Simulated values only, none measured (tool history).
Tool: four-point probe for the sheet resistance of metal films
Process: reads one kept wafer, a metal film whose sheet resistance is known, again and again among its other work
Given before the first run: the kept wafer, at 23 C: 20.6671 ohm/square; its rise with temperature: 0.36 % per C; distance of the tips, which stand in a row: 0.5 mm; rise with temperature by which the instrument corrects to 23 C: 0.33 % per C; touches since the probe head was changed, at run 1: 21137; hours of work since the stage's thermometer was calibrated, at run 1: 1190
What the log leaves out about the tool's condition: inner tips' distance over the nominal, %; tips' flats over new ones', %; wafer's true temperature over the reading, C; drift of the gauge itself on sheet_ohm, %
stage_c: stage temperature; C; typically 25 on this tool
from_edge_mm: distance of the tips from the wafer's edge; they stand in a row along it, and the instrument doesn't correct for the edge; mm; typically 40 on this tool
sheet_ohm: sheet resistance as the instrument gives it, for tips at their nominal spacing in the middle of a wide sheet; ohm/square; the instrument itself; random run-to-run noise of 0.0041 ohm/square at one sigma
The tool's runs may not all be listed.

run,hour,stage_c,from_edge_mm,touches since the probe head was changed,hours of work since the stage's thermometer was calibrated,sheet_ohm
1,0,25,40,21137,1190,20.732122
2,46.4,25,40,21857,1213,20.729388
3,75.8,25,40,22312,1227,20.738501
4,97.7,25,40,22651,1238,20.735774
5,121.4,25,40,23018,1250,20.728427
6,157.7,25,40,23581,1267,20.731576
7,201.3,21,40,24256,1289,20.706232
8,242.8,19,40,24900,1309,20.694911
9,291.8,19,40,25658,1333,20.694951
10,323.8,25,6,26155,1349,20.795411
11,349.6,25,26,26553,1361,20.725813
12,381.3,25,26,27045,1377,20.731435
13,422.4,25,26,27682,1397,20.721388
14,461,25,26,28280,1416,20.73132
15,488.9,24,40,28713,1430,20.717299
16,518.8,24,5,29175,1444,20.823412
17,564.8,25,40,29888,1467,20.721201
18,612.4,30,40,30625,1490,20.750459
19,648.6,30,40,31187,1508,20.747486
20,689.6,24,10,31821,1528,20.741938
21,730.4,24,10,32454,1548,20.734041
22,773.5,22,70,33121,1569,20.69207
23,817.5,20,8,33803,1591,20.715293
24,864.2,21,4,34527,1614,20.862494
25,910.5,19,40,35244,1636,20.667397
26,955.5,19,40,35941,1658,20.669428
27,994.7,24,40,36548,1678,20.701801
28,1029.4,30,17,37087,1695,20.745775
29,1058.6,23,4,37539,1709,20.862209
30,1107.5,29,22,38296,1733,20.733322
31,1131.7,21,53,38670,1745,20.674304
32,1179,29,17,39404,1768,20.731526
33,1209.9,19,5,39883,1783,20.777365
34,1244.4,18,5,40416,1800,20.761789
35,1275.9,29,3,40906,1815,21.023177
36,1306.5,29,15,41379,1830,20.732541
37,1354.7,29,15,42125,1854,20.729045

Each run again, without the hidden state but with its own random variation kept:
run,sheet_ohm
1,20.675881
2,20.67451
3,20.684447
4,20.682325
5,20.675704
6,20.679974
7,20.656522
8,20.64676
9,20.648227
10,20.748701
11,20.680047
12,20.686554
13,20.67782
14,20.688864
15,20.675824
16,20.782588
17,20.681829
18,20.71172
19,20.709853
20,20.706441
21,20.699788
22,20.659409
23,20.684247
24,20.832605
25,20.639473
26,20.642847
27,20.675561
28,20.719614
29,20.837909
30,20.709595
31,20.652716
32,20.709977
33,20.75851
34,20.744244
35,21.004474
36,20.714932
37,20.712955

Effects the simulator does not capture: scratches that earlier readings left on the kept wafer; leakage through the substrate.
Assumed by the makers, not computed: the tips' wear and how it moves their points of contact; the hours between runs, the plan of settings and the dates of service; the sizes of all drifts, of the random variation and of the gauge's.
